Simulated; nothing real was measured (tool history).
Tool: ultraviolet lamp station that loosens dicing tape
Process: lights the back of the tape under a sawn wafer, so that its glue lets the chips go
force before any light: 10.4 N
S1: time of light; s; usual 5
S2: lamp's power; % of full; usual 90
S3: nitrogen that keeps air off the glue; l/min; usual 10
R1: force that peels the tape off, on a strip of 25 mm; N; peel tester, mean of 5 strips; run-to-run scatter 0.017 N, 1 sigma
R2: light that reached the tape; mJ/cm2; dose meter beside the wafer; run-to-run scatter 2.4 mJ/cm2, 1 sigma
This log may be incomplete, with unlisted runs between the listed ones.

run 1 day=0.000 | S1=5 S2=90 S3=10 | R1=0.923 R2=238
run 2 day=1.221 | S1=5 S2=90 S3=10 | R1=0.908 R2=239
run 3 day=2.558 | S1=5 S2=90 S3=10 | R1=0.917 R2=239
run 4 day=4.071 | S1=5 S2=90 S3=10 | R1=0.960 R2=234
run 5 day=4.925 | S1=5 S2=90 S3=10 | R1=0.929 R2=232
run 6 day=6.496 | S1=5 S2=90 S3=10 | R1=0.972 R2=231
run 7 day=7.338 | S1=5 S2=90 S3=4 | R1=1.866 R2=229
run 8 day=8.862 | S1=5 S2=90 S3=4 | R1=1.994 R2=223
run 9 day=10.283 | S1=5 S2=90 S3=4 | R1=2.039 R2=227
-- day=11.104 window cleaned of glue's vapour
run 10 day=11.242 | S1=5 S2=90 S3=4 | R1=2.082 R2=225
run 11 day=11.983 | S1=5 S2=90 S3=4 | R1=2.137 R2=216
run 12 day=13.367 | S1=5 S2=90 S3=4 | R1=2.038 R2=218
run 13 day=14.033 | S1=5 S2=90 S3=4 | R1=2.107 R2=218
run 14 day=14.688 | S1=5 S2=90 S3=4 | R1=2.125 R2=219
run 15 day=16.121 | S1=5 S2=90 S3=7 | R1=1.493 R2=215
run 16 day=17.629 | S1=3 S2=60 S3=4 | R1=5.566 R2=90
run 17 day=18.617 | S1=5 S2=81 S3=6 | R1=2.032 R2=191
-- day=19.054 window cleaned of glue's vapour, once more
run 18 day=20.083 | S1=2 S2=81 S3=6 | R1=4.914 R2=82
run 19 day=20.762 | S1=2 S2=81 S3=6 | R1=5.217 R2=83
run 20 day=21.446 | S1=5 S2=83 S3=9 | R1=1.255 R2=210
run 21 day=22.883 | S1=5 S2=78 S3=10 | R1=1.314 R2=197
run 22 day=23.908 | S1=6 S2=71 S3=10 | R1=1.071 R2=215
run 23 day=25.217 | S1=4 S2=71 S3=10 | R1=2.248 R2=144
run 24 day=26.183 | S1=7 S2=100 S3=3 | R1=1.148 R2=350
run 25 day=27.554 | S1=4 S2=80 S3=3 | R1=3.579 R2=163
run 26 day=28.925 | S1=4 S2=80 S3=3 | R1=3.756 R2=156
run 27 day=29.721 | S1=4 S2=80 S3=3 | R1=3.743 R2=156
run 28 day=30.496 | S1=3 S2=77 S3=4 | R1=4.414 R2=114
run 29 day=31.525 | S1=8 S2=93 S3=10 | R1=0.334 R2=365
run 30 day=32.467 | S1=5 S2=93 S3=10 | R1=1.044 R2=222

Forecast each of these 5 alternatives for the next run:
run A day=34.017 | S1=5 S2=74 S3=10 | R1=? R2=?
run B day=34.017 | S1=5 S2=90 S3=14 | R1=? R2=?
run C day=34.017 | S1=5 S2=86 S3=13 | R1=? R2=?
run D day=34.017 | S1=5 S2=90 S3=15 | R1=? R2=?
run E day=34.017 | S1=5 S2=93 S3=9 | R1=? R2=?

run=A R1=1.649 R2=180
run=B R1=0.854 R2=220
run=C R1=1.017 R2=210
run=D R1=0.893 R2=214
run=E R1=1.139 R2=225
What these runs would have given with no unlogged condition in the tool:
run=A R1=1.215 R2=211
run=B R1=0.589 R2=258
run=C R1=0.711 R2=247
run=D R1=0.615 R2=251
run=E R1=0.805 R2=264
